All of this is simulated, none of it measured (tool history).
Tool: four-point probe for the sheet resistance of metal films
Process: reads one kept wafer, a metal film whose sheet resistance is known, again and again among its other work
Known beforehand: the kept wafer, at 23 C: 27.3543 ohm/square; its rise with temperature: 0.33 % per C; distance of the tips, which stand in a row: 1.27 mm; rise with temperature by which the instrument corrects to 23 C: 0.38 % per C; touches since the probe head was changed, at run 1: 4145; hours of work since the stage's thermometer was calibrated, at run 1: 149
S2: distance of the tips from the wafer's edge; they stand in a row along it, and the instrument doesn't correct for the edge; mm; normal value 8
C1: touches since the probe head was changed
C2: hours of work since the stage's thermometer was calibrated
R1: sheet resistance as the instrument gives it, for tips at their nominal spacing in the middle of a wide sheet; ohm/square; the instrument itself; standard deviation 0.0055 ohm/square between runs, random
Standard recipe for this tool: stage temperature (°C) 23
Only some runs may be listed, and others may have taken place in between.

{"run": 1, "hour": 0.0, "stage temperature (°C)": 23, "S2": 8, "C1": 4145, "C2": 149, "R1": 27.924071}
{"run": 2, "hour": 49.2, "stage temperature (°C)": 23, "S2": 23, "C1": 4735, "C2": 171, "R1": 27.600115}
{"run": 3, "hour": 104.6, "stage temperature (°C)": 23, "S2": 23, "C1": 5399, "C2": 194, "R1": 27.602636}
{"run": 4, "hour": 172.0, "stage temperature (°C)": 23, "S2": 23, "C1": 6208, "C2": 224, "R1": 27.605329}
{"run": 5, "hour": 234.2, "stage temperature (°C)": 23, "S2": 23, "C1": 6954, "C2": 250, "R1": 27.603123}
{"run": 6, "hour": 300.0, "stage temperature (°C)": 23, "S2": 23, "C1": 7744, "C2": 279, "R1": 27.599373}
{"run": 7, "hour": 335.6, "stage temperature (°C)": 23, "S2": 8, "C1": 8171, "C2": 294, "R1": 27.939317}
{"run": 8, "hour": 379.1, "stage temperature (°C)": 23, "S2": 8, "C1": 8692, "C2": 313, "R1": 27.938117}
{"hour": 387.1, "done": "stage's thermometer calibrated"}
{"run": 9, "hour": 458.5, "stage temperature (°C)": 23, "S2": 8, "C1": 9639, "C2": 31, "R1": 27.934753}
{"hour": 503.7, "done": "stage's thermometer calibrated, once more"}
{"run": 10, "hour": 519.9, "stage temperature (°C)": 23, "S2": 9, "C1": 10370, "C2": 7, "R1": 27.842881}
{"run": 11, "hour": 584.5, "stage temperature (°C)": 26, "S2": 8, "C1": 11145, "C2": 35, "R1": 27.892186}
{"run": 12, "hour": 661.7, "stage temperature (°C)": 28, "S2": 8, "C1": 12071, "C2": 68, "R1": 27.873436}
{"run": 13, "hour": 700.1, "stage temperature (°C)": 28, "S2": 8, "C1": 12531, "C2": 85, "R1": 27.88379}
{"run": 14, "hour": 776.7, "stage temperature (°C)": 23, "S2": 19, "C1": 13450, "C2": 118, "R1": 27.623816}
{"run": 15, "hour": 847.4, "stage temperature (°C)": 23, "S2": 11, "C1": 14299, "C2": 149, "R1": 27.76508}
{"run": 16, "hour": 909.9, "stage temperature (°C)": 19, "S2": 33, "C1": 15048, "C2": 176, "R1": 27.64091}
{"run": 17, "hour": 974.5, "stage temperature (°C)": 19, "S2": 3, "C1": 15823, "C2": 203, "R1": 30.036029}
{"run": 18, "hour": 1016.2, "stage temperature (°C)": 31, "S2": 18, "C1": 16324, "C2": 221, "R1": 27.543962}
{"run": 19, "hour": 1086.9, "stage temperature (°C)": 24, "S2": 30, "C1": 17171, "C2": 252, "R1": 27.59366}

Each row is a separate what-if for the run after 19, all from the same tool condition, not one after another. Results?
{"run": "A", "hour": 1145.7, "stage temperature (°C)": 23, "S2": 20, "C1": 17877, "C2": 277, "R1": "?"}
{"run": "B", "hour": 1145.7, "stage temperature (°C)": 20, "S2": 25, "C1": 17877, "C2": 277, "R1": "?"}
{"run": "C", "hour": 1145.7, "stage temperature (°C)": 30, "S2": 30, "C1": 17877, "C2": 277, "R1": "?"}

run=A R1=27.637993
run=B R1=27.652322
run=C R1=27.51998
Stripped of hidden state, with their random variation kept, the same runs would have yielded:
run=A R1=27.414201
run=B R1=27.428304
run=C R1=27.297341
